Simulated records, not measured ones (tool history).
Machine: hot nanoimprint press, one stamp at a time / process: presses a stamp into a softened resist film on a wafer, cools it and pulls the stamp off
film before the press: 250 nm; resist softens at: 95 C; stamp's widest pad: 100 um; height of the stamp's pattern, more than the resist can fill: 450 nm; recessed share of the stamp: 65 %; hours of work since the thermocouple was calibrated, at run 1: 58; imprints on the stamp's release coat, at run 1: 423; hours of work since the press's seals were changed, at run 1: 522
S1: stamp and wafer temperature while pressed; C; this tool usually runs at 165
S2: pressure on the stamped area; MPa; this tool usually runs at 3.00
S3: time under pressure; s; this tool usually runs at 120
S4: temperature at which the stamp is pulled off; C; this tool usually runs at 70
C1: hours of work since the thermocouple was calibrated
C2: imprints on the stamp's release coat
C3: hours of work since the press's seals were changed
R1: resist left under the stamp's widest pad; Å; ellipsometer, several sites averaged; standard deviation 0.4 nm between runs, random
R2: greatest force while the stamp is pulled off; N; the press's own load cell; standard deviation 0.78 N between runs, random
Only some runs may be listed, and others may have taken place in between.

| run | day | S1 | S2 | S3 | S4 | C1 | C2 | C3 | R1 | R2 |
|---|---|---|---|---|---|---|---|---|---|---|
| 1 | 0.000 | 165 | 3.00 | 120 | 70 | 58 | 423 | 522 | 1137 | 108.1 |
|  | 0.738 | press's hydraulic seals changed and the load cell set to zero |
| 2 | 1.321 | 165 | 3.15 | 120 | 70 | 71 | 516 | 8 | 1127 | 108.7 |
| 3 | 1.788 | 165 | 3.15 | 120 | 70 | 77 | 561 | 14 | 1122 | 108.4 |
| 4 | 2.383 | 165 | 3.00 | 120 | 70 | 85 | 617 | 22 | 1151 | 108.4 |
| 5 | 3.162 | 165 | 3.00 | 120 | 70 | 95 | 691 | 32 | 1149 | 109.1 |
| 6 | 3.650 | 165 | 3.00 | 120 | 70 | 102 | 737 | 38 | 1147 | 106.0 |
| 7 | 4.158 | 165 | 3.00 | 120 | 70 | 108 | 785 | 45 | 1147 | 108.9 |
|  | 4.704 | stamp cleaned and given a new release coat |
| 8 | 5.446 | 165 | 3.54 | 120 | 70 | 122 | 71 | 58 | 1070 | 107.6 |
| 9 | 6.112 | 165 | 3.54 | 120 | 70 | 131 | 134 | 67 | 1069 | 108.7 |
| 10 | 6.575 | 165 | 3.54 | 120 | 70 | 137 | 177 | 73 | 1073 | 108.7 |
| 11 | 7.475 | 154 | 3.00 | 120 | 70 | 148 | 263 | 85 | 1832 | 107.9 |
| 12 | 7.896 | 171 | 3.01 | 122 | 76 | 154 | 303 | 90 | 874 | 103.6 |
| 13 | 8.329 | 171 | 3.01 | 122 | 76 | 159 | 344 | 96 | 865 | 103.6 |
| 14 | 8.962 | 171 | 3.01 | 176 | 76 | 168 | 404 | 104 | 750 | 103.6 |
| 15 | 9.688 | 174 | 4.76 | 198 | 63 | 177 | 473 | 114 | 478 | 113.5 |
| 16 | 10.300 | 156 | 2.30 | 198 | 77 | 185 | 531 | 122 | 1609 | 102.1 |
| 17 | 11.125 | 156 | 2.30 | 198 | 77 | 196 | 609 | 133 | 1616 | 102.9 |
| 18 | 11.688 | 156 | 2.24 | 198 | 75 | 203 | 662 | 140 | 1643 | 104.1 |
| 19 | 12.362 | 166 | 2.85 | 130 | 58 | 212 | 726 | 149 | 1108 | 118.8 |
| 20 | 13.046 | 164 | 2.36 | 130 | 58 | 221 | 791 | 158 | 1325 | 117.6 |
|  | 13.238 | gauge calibrated |
|  | 13.575 | stamp cleaned and given a new release coat |
| 21 | 14.312 | 163 | 4.04 | 90 | 58 | 234 | 69 | 171 | 1221 | 117.2 |
| 22 | 15.192 | 163 | 4.04 | 90 | 58 | 246 | 152 | 182 | 1234 | 117.0 |

Selected run-to-run steps in R1, each split into two signed amounts: the part the tool would show with no hidden state at all (from settings, incoming material and random variation), and the remainder, which goes to the hidden state together with any gauge scatter not common to the measured and the hidden-state-free results:
What the log doesn't record here: true temperature over the reading, C; pressure that arrives at the usual setting, %; grip of the stamp's worn release coat, % over a new coat's; drift of the gauge itself on residual_nm, %; drift of the gauge itself on pull_off_n, %.
Run 11 -> 12: S1 154 -> 171, S2 3.00 -> 3.01, S3 120 -> 122, S4 70 -> 76. R1 -958 Å: hidden state -12, all else -946.
Run 15 -> 16: S1 174 -> 156, S2 4.76 -> 2.30, S4 63 -> 77. R1 +1131 Å: hidden state +20, all else +1111.
Run 20 -> 21: S1 164 -> 163, S2 2.36 -> 4.04, S3 130 -> 90, gauge calibrated, stamp cleaned and given a new release coat. R1 -104 Å: hidden state -27, all else -77.
